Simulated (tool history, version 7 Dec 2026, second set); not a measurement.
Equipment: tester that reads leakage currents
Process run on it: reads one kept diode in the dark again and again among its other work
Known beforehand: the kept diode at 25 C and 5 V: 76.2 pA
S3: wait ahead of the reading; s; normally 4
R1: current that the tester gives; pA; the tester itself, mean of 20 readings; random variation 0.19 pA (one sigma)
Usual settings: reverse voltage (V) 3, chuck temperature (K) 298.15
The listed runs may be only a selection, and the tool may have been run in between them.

{"run": 1, "hour": 0.0, "reverse voltage (V)": 3, "chuck temperature (K)": 298.15, "S3": 4, "R1": 70.37}
{"hour": 31.4, "done": "chuck's temperature calibrated"}
{"run": 2, "hour": 113.5, "reverse voltage (V)": 2.42, "chuck temperature (K)": 298.15, "S3": 4, "R1": 61.09}
{"run": 3, "hour": 176.3, "reverse voltage (V)": 2.42, "chuck temperature (K)": 298.15, "S3": 4, "R1": 61.28}
{"run": 4, "hour": 259.5, "reverse voltage (V)": 2.42, "chuck temperature (K)": 298.15, "S3": 4, "R1": 61.14}
{"run": 5, "hour": 365.5, "reverse voltage (V)": 2.42, "chuck temperature (K)": 298.15, "S3": 4, "R1": 61.75}
{"run": 6, "hour": 459.8, "reverse voltage (V)": 13.79, "chuck temperature (K)": 298.15, "S3": 4, "R1": 139.46}
{"run": 7, "hour": 518.8, "reverse voltage (V)": 13.79, "chuck temperature (K)": 298.15, "S3": 4, "R1": 141.82}
{"run": 8, "hour": 626.3, "reverse voltage (V)": 13.79, "chuck temperature (K)": 298.15, "S3": 4, "R1": 143.24}
{"run": 9, "hour": 717.0, "reverse voltage (V)": 3, "chuck temperature (K)": 298.15, "S3": 4, "R1": 69.38}
{"run": 10, "hour": 859.3, "reverse voltage (V)": 3, "chuck temperature (K)": 298.15, "S3": 4, "R1": 70.13}
{"hour": 892.0, "done": "probe card cleaned and baked"}
{"run": 11, "hour": 933.6, "reverse voltage (V)": 3, "chuck temperature (K)": 298.15, "S3": 4, "R1": 72.64}
{"run": 12, "hour": 997.2, "reverse voltage (V)": 3, "chuck temperature (K)": 308.15, "S3": 4, "R1": 137.86}
{"run": 13, "hour": 1083.5, "reverse voltage (V)": 3, "chuck temperature (K)": 298.15, "S3": 4, "R1": 73.29}
{"run": 14, "hour": 1226.2, "reverse voltage (V)": 3, "chuck temperature (K)": 298.15, "S3": 4, "R1": 74.28}
{"hour": 1308.9, "done": "probe card cleaned and baked, once more"}
{"run": 15, "hour": 1315.2, "reverse voltage (V)": 3, "chuck temperature (K)": 298.15, "S3": 4, "R1": 64.2}
{"run": 16, "hour": 1388.9, "reverse voltage (V)": 3, "chuck temperature (K)": 309.15, "S3": 4, "R1": 138.78}
{"run": 17, "hour": 1447.6, "reverse voltage (V)": 3, "chuck temperature (K)": 309.15, "S3": 4, "R1": 139.08}
{"run": 18, "hour": 1556.3, "reverse voltage (V)": 3, "chuck temperature (K)": 309.15, "S3": 4, "R1": 140}
{"hour": 1665.0, "done": "tester calibrated"}
{"run": 19, "hour": 1685.6, "reverse voltage (V)": 3, "chuck temperature (K)": 298.15, "S3": 4, "R1": 67.11}
{"run": 20, "hour": 1799.7, "reverse voltage (V)": 3, "chuck temperature (K)": 298.15, "S3": 4, "R1": 67.89}
{"run": 21, "hour": 1895.5, "reverse voltage (V)": 3, "chuck temperature (K)": 294.15, "S3": 1.42, "R1": 51.38}
{"run": 22, "hour": 2028.8, "reverse voltage (V)": 4.84, "chuck temperature (K)": 297.15, "S3": 7.32, "R1": 78.22}
{"run": 23, "hour": 2142.4, "reverse voltage (V)": 4.84, "chuck temperature (K)": 297.15, "S3": 7.32, "R1": 78.75}
{"run": 24, "hour": 2206.7, "reverse voltage (V)": 4.41, "chuck temperature (K)": 297.15, "S3": 7.32, "R1": 76.58}
{"run": 25, "hour": 2338.5, "reverse voltage (V)": 3.26, "chuck temperature (K)": 313.15, "S3": 0.32, "R1": 200.6}
{"run": 26, "hour": 2471.5, "reverse voltage (V)": 1.08, "chuck temperature (K)": 312.15, "S3": 2.19, "R1": 119.68}
{"hour": 2498.6, "done": "chuck's temperature calibrated"}
{"run": 27, "hour": 2580.4, "reverse voltage (V)": 8.09, "chuck temperature (K)": 314.15, "S3": 0.45, "R1": 293.32}
{"run": 28, "hour": 2654.7, "reverse voltage (V)": 6.55, "chuck temperature (K)": 314.15, "S3": 0.45, "R1": 270.13}
{"run": 29, "hour": 2781.6, "reverse voltage (V)": 3.29, "chuck temperature (K)": 299.15, "S3": 1.66, "R1": 75.31}
{"run": 30, "hour": 2888.8, "reverse voltage (V)": 1.77, "chuck temperature (K)": 320.15, "S3": 8.27, "R1": 231.82}
{"run": 31, "hour": 2988.3, "reverse voltage (V)": 3, "chuck temperature (K)": 295.15, "S3": 0.96, "R1": 56.57}
{"run": 32, "hour": 3049.9, "reverse voltage (V)": 1.18, "chuck temperature (K)": 309.15, "S3": 0.73, "R1": 98.29}
{"run": 33, "hour": 3123.0, "reverse voltage (V)": 8.05, "chuck temperature (K)": 315.15, "S3": 1.45, "R1": 314.84}
{"run": 34, "hour": 3220.1, "reverse voltage (V)": 2.23, "chuck temperature (K)": 301.15, "S3": 6.75, "R1": 74.61}
{"run": 35, "hour": 3356.4, "reverse voltage (V)": 3, "chuck temperature (K)": 317.15, "S3": 0.75, "R1": 244.15}
{"run": 36, "hour": 3482.2, "reverse voltage (V)": 7.3, "chuck temperature (K)": 298.15, "S3": 0.4, "R1": 110.37}
{"run": 37, "hour": 3588.2, "reverse voltage (V)": 3, "chuck temperature (K)": 298.15, "S3": 9.8, "R1": 71.19}
{"run": 38, "hour": 3666.1, "reverse voltage (V)": 3, "chuck temperature (K)": 298.15, "S3": 9.8, "R1": 71.29}

Alternative continuations, all from the tool just after run 38; predict every row:
{"run": "A", "hour": 3736.1, "reverse voltage (V)": 3, "chuck temperature (K)": 322.15, "S3": 0.68, "R1": "?"}
{"run": "B", "hour": 3736.1, "reverse voltage (V)": 6.27, "chuck temperature (K)": 329.15, "S3": 0.87, "R1": "?"}
{"run": "C", "hour": 3736.1, "reverse voltage (V)": 3, "chuck temperature (K)": 298.15, "S3": 1.12, "R1": "?"}
{"run": "D", "hour": 3736.1, "reverse voltage (V)": 3, "chuck temperature (K)": 298.15, "S3": 1.42, "R1": "?"}

run=A R1=333.66
run=B R1=682.8
run=C R1=72.36
run=D R1=72.13
With no hidden state in the tool, these same runs would have given:
run=A R1=316.45
run=B R1=648.28
run=C R1=63.33
run=D R1=63.1
